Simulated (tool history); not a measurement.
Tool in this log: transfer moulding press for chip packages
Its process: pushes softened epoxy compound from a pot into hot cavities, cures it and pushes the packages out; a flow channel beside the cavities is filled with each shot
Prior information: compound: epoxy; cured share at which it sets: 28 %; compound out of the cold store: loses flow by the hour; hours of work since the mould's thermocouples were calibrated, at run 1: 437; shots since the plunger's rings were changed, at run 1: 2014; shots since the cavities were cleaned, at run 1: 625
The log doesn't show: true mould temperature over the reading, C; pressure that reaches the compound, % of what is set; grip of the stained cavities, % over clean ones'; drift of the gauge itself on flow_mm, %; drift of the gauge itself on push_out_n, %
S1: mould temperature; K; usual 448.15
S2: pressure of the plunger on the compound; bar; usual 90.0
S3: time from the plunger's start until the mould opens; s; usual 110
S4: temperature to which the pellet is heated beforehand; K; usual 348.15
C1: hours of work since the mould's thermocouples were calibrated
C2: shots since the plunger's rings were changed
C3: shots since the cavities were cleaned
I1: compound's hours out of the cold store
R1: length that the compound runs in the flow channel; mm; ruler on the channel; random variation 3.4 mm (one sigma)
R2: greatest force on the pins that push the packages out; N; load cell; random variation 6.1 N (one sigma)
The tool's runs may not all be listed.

| run | hour | S1 | S2 | S3 | S4 | C1 | C2 | C3 | I1 | R1 | R2 |
|---|---|---|---|---|---|---|---|---|---|---|---|
| 1 | 0.0 | 448.15 | 90.0 | 110 | 348.15 | 437 | 2014 | 625 | 15.6 | 730 | 308 |
|  | 16.1 | cavities cleaned with cleaning compound and waxed |
|  | 84.1 | cavities cleaned with cleaning compound and waxed |
| 2 | 103.9 | 448.15 | 90.0 | 110 | 348.15 | 510 | 3122 | 217 | 26.4 | 696 | 271 |
|  | 151.5 | cavities cleaned with cleaning compound and waxed |
| 3 | 163.1 | 448.15 | 90.0 | 110 | 341.15 | 551 | 3754 | 126 | 46.8 | 638 | 263 |
|  | 220.0 | cavities cleaned with cleaning compound and waxed |
|  | 259.4 | plunger's sealing rings changed |
| 4 | 264.9 | 448.15 | 90.0 | 110 | 341.15 | 621 | 61 | 465 | 10.4 | 755 | 317 |
|  | 276.0 | mould's thermocouples calibrated |
|  | 294.7 | cavities cleaned with cleaning compound and waxed |
| 5 | 352.5 | 448.15 | 90.0 | 110 | 341.15 | 54 | 983 | 634 | 35.2 | 686 | 308 |
|  | 360.6 | cavities cleaned with cleaning compound and waxed |
|  | 425.4 | cavities cleaned with cleaning compound and waxed, once more |
| 6 | 446.6 | 448.15 | 90.0 | 110 | 341.15 | 119 | 1983 | 233 | 27.1 | 700 | 279 |
|  | 493.0 | cavities cleaned with cleaning compound and waxed |
| 7 | 549.5 | 448.15 | 90.0 | 110 | 341.15 | 191 | 3095 | 619 | 44.4 | 646 | 298 |
|  | 561.2 | cavities cleaned with cleaning compound and waxed |
|  | 630.6 | cavities cleaned with cleaning compound and waxed |
| 8 | 636.8 | 448.15 | 90.0 | 110 | 341.15 | 252 | 4021 | 69 | 22.2 | 697 | 266 |
|  | 700.6 | cavities cleaned with cleaning compound and waxed |
|  | 711.2 | plunger's sealing rings changed |
| 9 | 721.3 | 448.15 | 90.0 | 110 | 348.15 | 309 | 111 | 200 | 9.2 | 766 | 265 |
|  | 771.4 | cavities cleaned with cleaning compound and waxed |
| 10 | 794.3 | 448.15 | 90.0 | 110 | 348.15 | 361 | 896 | 252 | 43.7 | 660 | 277 |
|  | 837.7 | cavities cleaned with cleaning compound and waxed |
| 11 | 869.4 | 448.15 | 96.8 | 110 | 348.15 | 413 | 1703 | 348 | 31.1 | 717 | 288 |
|  | 905.8 | cavities cleaned with cleaning compound and waxed |
| 12 | 954.5 | 442.15 | 87.1 | 124 | 355.15 | 473 | 2621 | 536 | 31.5 | 689 | 339 |
|  | 974.8 | cavities cleaned with cleaning compound and waxed |
| 13 | 1021.4 | 445.15 | 90.0 | 110 | 339.15 | 520 | 3338 | 512 | 45.7 | 656 | 363 |
|  | 1043.1 | cavities cleaned with cleaning compound and waxed |
|  | 1109.0 | cavities cleaned with cleaning compound and waxed |
| 14 | 1126.8 | 442.15 | 97.3 | 110 | 357.15 | 593 | 4461 | 196 | 11.1 | 778 | 412 |
|  | 1157.6 | plunger's sealing rings changed |
|  | 1181.0 | mould's thermocouples calibrated |
|  | 1182.5 | cavities cleaned with cleaning compound and waxed |
| 15 | 1191.2 | 444.15 | 104.3 | 125 | 357.15 | 6 | 330 | 95 | 11.6 | 815 | 252 |
|  | 1248.1 | cavities cleaned with cleaning compound and waxed |
| 16 | 1254.6 | 450.15 | 104.3 | 129 | 355.15 | 51 | 1009 | 72 | 29.1 | 737 | 200 |
|  | 1318.6 | cavities cleaned with cleaning compound and waxed |
| 17 | 1342.5 | 448.15 | 90.0 | 110 | 348.15 | 112 | 1957 | 262 | 13.2 | 736 | 274 |
|  | 1390.0 | cavities cleaned with cleaning compound and waxed |
| 18 | 1400.5 | 448.15 | 101.8 | 110 | 348.15 | 153 | 2577 | 115 | 44.7 | 682 | 261 |
|  | 1461.4 | cavities cleaned with cleaning compound and waxed |
| 19 | 1487.4 | 450.15 | 70.7 | 134 | 349.15 | 214 | 3514 | 285 | 9.4 | 650 | 208 |
|  | 1528.0 | cavities cleaned with cleaning compound and waxed |
| 20 | 1544.1 | 444.15 | 95.0 | 110 | 348.15 | 253 | 4120 | 177 | 27.2 | 718 | 335 |
|  | 1596.6 | cavities cleaned with cleaning compound and waxed |
|  | 1606.3 | plunger's sealing rings changed |
| 21 | 1638.9 | 444.15 | 90.0 | 112 | 348.15 | 318 | 358 | 437 | 46.8 | 663 | 328 |
|  | 1670.7 | cavities cleaned with cleaning compound and waxed |
|  | 1742.1 | cavities cleaned with cleaning compound and waxed |
| 22 | 1742.3 | 445.15 | 90.0 | 110 | 348.15 | 390 | 1460 | 2 | 9.0 | 767 | 297 |

Take each entry between the runs: how does the hidden state at the last listed run before it differ from the hidden state at the first listed run after it?
In the gap between runs 1 and 2: cavities cleaned with cleaning compound and waxed (hour 16.1); cavities cleaned with cleaning compound and waxed (hour 84.1)
  true mould temperature over the reading, C: -0.76 -> -0.89; pressure that reaches the compound, % of what is set: 96.75 -> 95.14; grip of the stained cavities, % over clean ones': 31.5 -> 14.3
  measured value less the no-hidden-state value, R1: -10 -> -15 mm; R2: +83 -> +44 N
In the gap between runs 2 and 3: cavities cleaned with cleaning compound and waxed (hour 151.5)
  true mould temperature over the reading, C: -0.89 -> -0.96; pressure that reaches the compound, % of what is set: 95.14 -> 94.12; grip of the stained cavities, % over clean ones': 14.3 -> 10.4
  measured value less the no-hidden-state value, R1: -15 -> -17 mm; R2: +44 -> +34 N
In the gap between runs 3 and 4: cavities cleaned with cleaning compound and waxed (hour 220.0); plunger's sealing rings changed (hour 259.4)
  true mould temperature over the reading, C: -0.96 -> -1.08; pressure that reaches the compound, % of what is set: 94.12 -> 99.35; grip of the stained cavities, % over clean ones': 10.4 -> 26.1
  measured value less the no-hidden-state value, R1: -17 -> +0 mm; R2: +34 -> +79 N
In the gap between runs 4 and 5: mould's thermocouples calibrated (hour 276.0); cavities cleaned with cleaning compound and waxed (hour 294.7)
  true mould temperature over the reading, C: -1.08 -> -0.2; pressure that reaches the compound, % of what is set: 99.35 -> 97.92; grip of the stained cavities, % over clean ones': 26.1 -> 32.2
  measured value less the no-hidden-state value, R1: +0 -> -6 mm; R2: +79 -> +78 N
In the gap between runs 5 and 6: cavities cleaned with cleaning compound and waxed (hour 360.6); cavities cleaned with cleaning compound and waxed, once more (hour 425.4)
  true mould temperature over the reading, C: -0.2 -> -0.31; pressure that reaches the compound, % of what is set: 97.92 -> 96.43; grip of the stained cavities, % over clean ones': 32.2 -> 17.5
  measured value less the no-hidden-state value, R1: -6 -> -12 mm; R2: +78 -> +44 N
In the gap between runs 6 and 7: cavities cleaned with cleaning compound and waxed (hour 493.0)
  true mould temperature over the reading, C: -0.31 -> -0.43; pressure that reaches the compound, % of what is set: 96.43 -> 94.83; grip of the stained cavities, % over clean ones': 17.5 -> 32.2
  measured value less the no-hidden-state value, R1: -12 -> -16 mm; R2: +44 -> +77 N
In the gap between runs 7 and 8: cavities cleaned with cleaning compound and waxed (hour 561.2); cavities cleaned with cleaning compound and waxed (hour 630.6)
  true mould temperature over the reading, C: -0.43 -> -0.55; pressure that reaches the compound, % of what is set: 94.83 -> 93.59; grip of the stained cavities, % over clean ones': 32.2 -> 7.6
  measured value less the no-hidden-state value, R1: -16 -> -22 mm; R2: +77 -> +24 N
In the gap between runs 8 and 9: cavities cleaned with cleaning compound and waxed (hour 700.6); plunger's sealing rings changed (hour 711.2)
  true mould temperature over the reading, C: -0.55 -> -0.64; pressure that reaches the compound, % of what is set: 93.59 -> 99.63; grip of the stained cavities, % over clean ones': 7.6 -> 13
  measured value less the no-hidden-state value, R1: -22 -> +0 mm; R2: +24 -> +39 N
In the gap between runs 9 and 10: cavities cleaned with cleaning compound and waxed (hour 771.4)
  true mould temperature over the reading, C: -0.64 -> -0.74; pressure that reaches the compound, % of what is set: 99.63 -> 98.46; grip of the stained cavities, % over clean ones': 13 -> 16.9
  measured value less the no-hidden-state value, R1: +0 -> -3 mm; R2: +39 -> +46 N
In the gap between runs 10 and 11: cavities cleaned with cleaning compound and waxed (hour 837.7)
  true mould temperature over the reading, C: -0.74 -> -0.84; pressure that reaches the compound, % of what is set: 98.46 -> 97.2; grip of the stained cavities, % over clean ones': 16.9 -> 21.9
  measured value less the no-hidden-state value, R1: -3 -> -8 mm; R2: +46 -> +62 N
In the gap between runs 11 and 12: cavities cleaned with cleaning compound and waxed (hour 905.8)
  true mould temperature over the reading, C: -0.84 -> -0.95; pressure that reaches the compound, % of what is set: 97.2 -> 95.87; grip of the stained cavities, % over clean ones': 21.9 -> 29.8
  measured value less the no-hidden-state value, R1: -8 -> -12 mm; R2: +62 -> +92 N
In the gap between runs 12 and 13: cavities cleaned with cleaning compound and waxed (hour 974.8)
  true mould temperature over the reading, C: -0.95 -> -1.03; pressure that reaches the compound, % of what is set: 95.87 -> 94.93; grip of the stained cavities, % over clean ones': 29.8 -> 28.5
  measured value less the no-hidden-state value, R1: -12 -> -14 mm; R2: +92 -> +98 N
In the gap between runs 13 and 14: cavities cleaned with cleaning compound and waxed (hour 1043.1); cavities cleaned with cleaning compound and waxed (hour 1109.0)
  true mould temperature over the reading, C: -1.03 -> -1.16; pressure that reaches the compound, % of what is set: 94.93 -> 93.26; grip of the stained cavities, % over clean ones': 28.5 -> 13
  measured value less the no-hidden-state value, R1: -14 -> -23 mm; R2: +98 -> +77 N
In the gap between runs 14 and 15: plunger's sealing rings changed (hour 1157.6); mould's thermocouples calibrated (hour 1181.0); cavities cleaned with cleaning compound and waxed (hour 1182.5)
  true mould temperature over the reading, C: -1.16 -> 0.03; pressure that reaches the compound, % of what is set: 93.26 -> 99.34; grip of the stained cavities, % over clean ones': 13 -> 9.2
  measured value less the no-hidden-state value, R1: -23 -> -3 mm; R2: +77 -> +22 N
In the gap between runs 15 and 16: cavities cleaned with cleaning compound and waxed (hour 1248.1)
  true mould temperature over the reading, C: 0.03 -> -0.04; pressure that reaches the compound, % of what is set: 99.34 -> 98.24; grip of the stained cavities, % over clean ones': 9.2 -> 7.7
  measured value less the no-hidden-state value, R1: -3 -> -6 mm; R2: +22 -> +14 N
In the gap between runs 16 and 17: cavities cleaned with cleaning compound and waxed (hour 1318.6)
  true mould temperature over the reading, C: -0.04 -> -0.15; pressure that reaches the compound, % of what is set: 98.24 -> 96.87; grip of the stained cavities, % over clean ones': 7.7 -> 17.9
  measured value less the no-hidden-state value, R1: -6 -> -12 mm; R2: +14 -> +43 N
In the gap between runs 17 and 18: cavities cleaned with cleaning compound and waxed (hour 1390.0)
  true mould temperature over the reading, C: -0.15 -> -0.23; pressure that reaches the compound, % of what is set: 96.87 -> 95.98; grip of the stained cavities, % over clean ones': 17.9 -> 10.2
  measured value less the no-hidden-state value, R1: -12 -> -14 mm; R2: +43 -> +26 N
In the gap between runs 18 and 19: cavities cleaned with cleaning compound and waxed (hour 1461.4)
  true mould temperature over the reading, C: -0.23 -> -0.34; pressure that reaches the compound, % of what is set: 95.98 -> 94.64; grip of the stained cavities, % over clean ones': 10.2 -> 17.2
  measured value less the no-hidden-state value, R1: -14 -> -17 mm; R2: +26 -> +32 N
In the gap between runs 19 and 20: cavities cleaned with cleaning compound and waxed (hour 1528.0)
  true mould temperature over the reading, C: -0.34 -> -0.4; pressure that reaches the compound, % of what is set: 94.64 -> 93.74; grip of the stained cavities, % over clean ones': 17.2 -> 14.4
  measured value less the no-hidden-state value, R1: -17 -> -23 mm; R2: +32 -> +50 N
In the gap between runs 20 and 21: cavities cleaned with cleaning compound and waxed (hour 1596.6); plunger's sealing rings changed (hour 1606.3)
  true mould temperature over the reading, C: -0.4 -> -0.52; pressure that reaches the compound, % of what is set: 93.74 -> 99.01; grip of the stained cavities, % over clean ones': 14.4 -> 26.2
  measured value less the no-hidden-state value, R1: -23 -> -2 mm; R2: +50 -> +77 N
In the gap between runs 21 and 22: cavities cleaned with cleaning compound and waxed (hour 1670.7); cavities cleaned with cleaning compound and waxed (hour 1742.1)
  true mould temperature over the reading, C: -0.52 -> -0.66; pressure that reaches the compound, % of what is set: 99.01 -> 97.2; grip of the stained cavities, % over clean ones': 26.2 -> 0.7
  measured value less the no-hidden-state value, R1: -2 -> -9 mm; R2: +77 -> +15 N
